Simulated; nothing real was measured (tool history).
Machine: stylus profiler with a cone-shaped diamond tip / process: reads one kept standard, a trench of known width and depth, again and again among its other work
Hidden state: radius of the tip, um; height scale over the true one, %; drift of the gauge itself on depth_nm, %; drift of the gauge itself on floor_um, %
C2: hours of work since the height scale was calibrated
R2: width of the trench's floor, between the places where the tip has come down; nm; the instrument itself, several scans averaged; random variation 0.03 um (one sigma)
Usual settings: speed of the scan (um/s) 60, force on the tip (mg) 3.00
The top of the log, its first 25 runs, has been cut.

{"run": 26, "day": 76.325, "speed of the scan (um/s)": 105, "force on the tip (mg)": 3.99, "scans with this tip": 17930, "C2": 1655, "depth of the trench (nm)": 504.57, "R2": 25370}
{"run": 27, "day": 78.912, "speed of the scan (um/s)": 66, "force on the tip (mg)": 1.23, "scans with this tip": 18335, "C2": 1692, "depth of the trench (nm)": 501.94, "R2": 25300}
{"run": 28, "day": 81.392, "speed of the scan (um/s)": 18, "force on the tip (mg)": 2.08, "scans with this tip": 18722, "C2": 1728, "depth of the trench (nm)": 503.08, "R2": 25570}
{"run": 29, "day": 85.588, "speed of the scan (um/s)": 60, "force on the tip (mg)": 1.11, "scans with this tip": 19378, "C2": 1789, "depth of the trench (nm)": 502.08, "R2": 25340}
{"run": 30, "day": 89.208, "speed of the scan (um/s)": 60, "force on the tip (mg)": 3.66, "scans with this tip": 19944, "C2": 1841, "depth of the trench (nm)": 504.51, "R2": 25400}
{"run": 31, "day": 92.912, "speed of the scan (um/s)": 60, "force on the tip (mg)": 3.66, "scans with this tip": 20524, "C2": 1894, "depth of the trench (nm)": 504.16, "R2": 25440}
{"run": 32, "day": 96.008, "speed of the scan (um/s)": 60, "force on the tip (mg)": 3.66, "scans with this tip": 21008, "C2": 1939, "depth of the trench (nm)": 504.08, "R2": 25470}
{"run": 33, "day": 100.05, "speed of the scan (um/s)": 31, "force on the tip (mg)": 2.17, "scans with this tip": 21640, "C2": 1997, "depth of the trench (nm)": 503.0, "R2": 25520}
{"run": 34, "day": 102.108, "speed of the scan (um/s)": 36, "force on the tip (mg)": 6.67, "scans with this tip": 21961, "C2": 2027, "depth of the trench (nm)": 505.84, "R2": 25520}

Expected results for the next run?
{"run": 35, "day": 105.025, "speed of the scan (um/s)": 52, "force on the tip (mg)": 3.0, "scans with this tip": 22417, "C2": 2069, "depth of the trench (nm)": "?", "R2": "?"}

{"run 35": {"depth of the trench (nm)": 503.45, "R2": 25450}}
Without the tool's hidden state the same run would have given depth of the trench (nm) 503.38, R2 25470 nm.
